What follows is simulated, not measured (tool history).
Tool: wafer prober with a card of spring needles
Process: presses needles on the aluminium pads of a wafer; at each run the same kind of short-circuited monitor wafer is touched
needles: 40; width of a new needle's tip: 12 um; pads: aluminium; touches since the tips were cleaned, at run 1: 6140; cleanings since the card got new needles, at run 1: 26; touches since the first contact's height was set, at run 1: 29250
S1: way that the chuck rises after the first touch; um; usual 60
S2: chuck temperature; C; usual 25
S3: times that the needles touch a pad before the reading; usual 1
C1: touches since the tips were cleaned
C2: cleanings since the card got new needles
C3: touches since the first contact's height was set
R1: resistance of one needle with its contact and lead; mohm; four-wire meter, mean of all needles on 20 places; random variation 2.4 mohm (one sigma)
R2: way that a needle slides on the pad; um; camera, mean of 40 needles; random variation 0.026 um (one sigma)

Run 1, hour 0.0: usual settings; C1 6140; C2 26; C3 29250. Result: R1 325 mohm, R2 8.96 um.
At hour 2.0: tips cleaned on abrasive film.
At hour 23.8: tips cleaned on abrasive film.
Run 2, hour 26.7: usual settings but S1 65 um; C1 929; C2 28; C3 37607. Result: R1 283 mohm, R2 9.68 um.
At hour 45.7: tips cleaned on abrasive film.
Run 3, hour 55.1: usual settings; C1 2975; C2 29; C3 46545. Result: R1 315 mohm, R2 8.91 um.
At hour 66.2: tips cleaned on abrasive film.
Run 4, hour 84.4: usual settings; C1 5726; C2 30; C3 55739. Result: R1 322 mohm, R2 8.90 um.
At hour 86.1: tips cleaned on abrasive film.
At hour 108.1: tips cleaned on abrasive film.
Run 5, hour 113.3: usual settings but S2 99 C; C1 1658; C2 32; C3 64805. Result: R1 318 mohm, R2 8.92 um.
At hour 129.3: tips cleaned on abrasive film.
Run 6, hour 134.7: usual settings but S2 71 C; C1 1711; C2 33; C3 71510. Result: R1 313 mohm, R2 8.88 um.
At hour 150.4: tips cleaned on abrasive film.
Run 7, hour 160.4: usual settings but S2 71 C; C1 3157; C2 34; C3 79600. Result: R1 323 mohm, R2 8.80 um.
At hour 171.7: tips cleaned on abrasive film.
At hour 192.3: tips cleaned on abrasive film.
Run 8, hour 192.3: usual settings but S2 71 C; C1 0; C2 36; C3 89587. Result: R1 295 mohm, R2 8.79 um.
At hour 212.0: tips cleaned on abrasive film.
Run 9, hour 212.0: usual settings but S2 71 C; C1 0; C2 37; C3 95771. Result: R1 299 mohm, R2 8.78 um.
At hour 231.7: tips cleaned on abrasive film.
Run 10, hour 243.6: usual settings; C1 3737; C2 38; C3 105692. Result: R1 313 mohm, R2 8.75 um.
At hour 251.9: tips cleaned on abrasive film.
Run 11, hour 270.5: usual settings but S1 62 um; C1 5864; C2 39; C3 114149. Result: R1 321 mohm, R2 9.07 um.
At hour 273.7: tips cleaned on abrasive film.
At hour 294.8: tips cleaned on abrasive film.
Run 12, hour 300.2: usual settings but S1 62 um; C1 1702; C2 41; C3 123462. Result: R1 294 mohm, R2 9.02 um.
At hour 314.8: tips cleaned on abrasive film.
Run 13, hour 321.9: usual settings but S1 62 um; C1 2220; C2 42; C3 130272. Result: R1 306 mohm, R2 8.98 um.
At hour 336.1: tips cleaned on abrasive film.
Run 14, hour 352.7: usual settings but S1 62 um; C1 5241; C2 43; C3 139967. Result: R1 324 mohm, R2 9.00 um.
At hour 357.1: tips cleaned on abrasive film.
Run 15, hour 369.7: usual settings but S1 62 um; C1 3975; C2 44; C3 145302. Result: R1 319 mohm, R2 8.97 um.
At hour 377.3: tips cleaned on abrasive film.
Run 16, hour 390.7: usual settings; C1 4218; C2 45; C3 151882. Result: R1 314 mohm, R2 8.62 um.
At hour 398.3: tips cleaned on abrasive film.
At hour 408.2: height of the first contact set anew.
Run 17, hour 409.0: usual settings but S1 46 um; C1 3284; C2 46; C3 248. Result: R1 331 mohm, R2 6.87 um.
At hour 418.9: tips cleaned on abrasive film.
Run 18, hour 425.4: usual settings but S1 70 um, S2 63 C; C1 2051; C2 47; C3 5380. Result: R1 309 mohm, R2 10.50 um.
At hour 439.0: tips cleaned on abrasive film.
Run 19, hour 453.8: usual settings but S1 46 um, S2 74 C; C1 4691; C2 48; C3 14319. Result: R1 360 mohm, R2 6.88 um.
At hour 461.3: tips cleaned on abrasive film.
At hour 482.4: tips cleaned on abrasive film.
Run 20, hour 484.8: usual settings but S1 56 um, S3 3; C1 771; C2 50; C3 24037. Result: R1 279 mohm, R2 8.35 um.
At hour 502.6: tips cleaned on abrasive film.
Run 21, hour 519.0: usual settings but S1 42 um, S2 36 C, S3 3; C1 5174; C2 51; C3 34789. Result: R1 319 mohm, R2 6.22 um.
At hour 522.5: tips cleaned on abrasive film.
At hour 542.1: tips cleaned on abrasive film.
Run 22, hour 542.1: usual settings but S1 42 um, S2 36 C, S3 3; C1 0; C2 53; C3 42014. Result: R1 292 mohm, R2 6.14 um.
At hour 562.6: tips cleaned on abrasive film.
Run 23, hour 573.6: usual settings but S2 42 C, S3 2; C1 3486; C2 54; C3 51911. Result: R1 305 mohm, R2 8.89 um.
At hour 583.0: tips cleaned on abrasive film.
At hour 603.5: tips cleaned on abrasive film.
Run 24, hour 609.6: usual settings but S1 70 um, S2 56 C, S3 2; C1 1898; C2 56; C3 63188. Result: R1 298 mohm, R2 10.35 um.
At hour 624.8: tips cleaned on abrasive film.
Run 25, hour 625.0: usual settings but S1 70 um, S2 56 C, S3 2; C1 48; C2 57; C3 68017. Result: R1 287 mohm, R2 10.30 um.
At hour 645.0: tips cleaned on abrasive film.
Run 26, hour 652.8: usual settings but S2 58 C; C1 2459; C2 58; C3 76775. Result: R1 315 mohm, R2 8.84 um.
At hour 666.8: tips cleaned on abrasive film.
Run 27, hour 674.9: usual settings but S1 55 um, S2 27 C; C1 2554; C2 59; C3 83717. Result: R1 320 mohm, R2 8.03 um.
At hour 688.3: tips cleaned on abrasive film.
Run 28, hour 702.5: usual settings but S3 2; C1 4477; C2 60; C3 92373. Result: R1 301 mohm, R2 8.79 um.
At hour 709.3: tips cleaned on abrasive film.
Run 29, hour 718.3: usual settings but S3 2; C1 2813; C2 61; C3 97317. Result: R1 298 mohm, R2 8.74 um.
At hour 731.5: tips cleaned on abrasive film.
Run 30, hour 738.4: usual settings but S1 54 um, S2 49 C; C1 2167; C2 62; C3 103624. Result: R1 325 mohm, R2 7.87 um.
At hour 751.4: tips cleaned on abrasive film.
Run 31, hour 763.0: usual settings but S1 72 um, S2 88 C; C1 3646; C2 63; C3 111354. Result: R1 326 mohm, R2 10.55 um.
At hour 773.6: tips cleaned on abrasive film.
Run 32, hour 786.9: usual settings but S1 72 um, S2 88 C; C1 4190; C2 64; C3 118867. Result: R1 324 mohm, R2 10.52 um.

The same runs without the tool's hidden state, with the same run-to-run variation:
The hidden state here: debris on the tips, nm; way that the needles fall short of the set height, um; tips' diameter, um; drift of the gauge itself on contact_mohm, %; drift of the gauge itself on scrub_um, %.
run   R1     R2
  1  276   9.03
  2  268   9.79
  3  279   9.03
  4  273   9.04
  5  296   9.09
  6  287   9.07
  7  287   9.00
  8  291   9.01
  9  292   9.02
 10  273   9.01
 11  273   9.34
 12  270   9.33
 13  275   9.30
 14  276   9.35
 15  275   9.33
 16  271   9.00
 17  273   6.87
 18  287  10.52
 19  296   6.91
 20  270   8.41
 21  283   6.30
 22  284   6.26
 23  280   9.02
 24  284  10.51
 25  283  10.48
 26  284   9.04
 27  277   8.25
 28  271   9.03
 29  272   8.99
 30  283   8.14
 31  294  10.83
 32  290  10.82

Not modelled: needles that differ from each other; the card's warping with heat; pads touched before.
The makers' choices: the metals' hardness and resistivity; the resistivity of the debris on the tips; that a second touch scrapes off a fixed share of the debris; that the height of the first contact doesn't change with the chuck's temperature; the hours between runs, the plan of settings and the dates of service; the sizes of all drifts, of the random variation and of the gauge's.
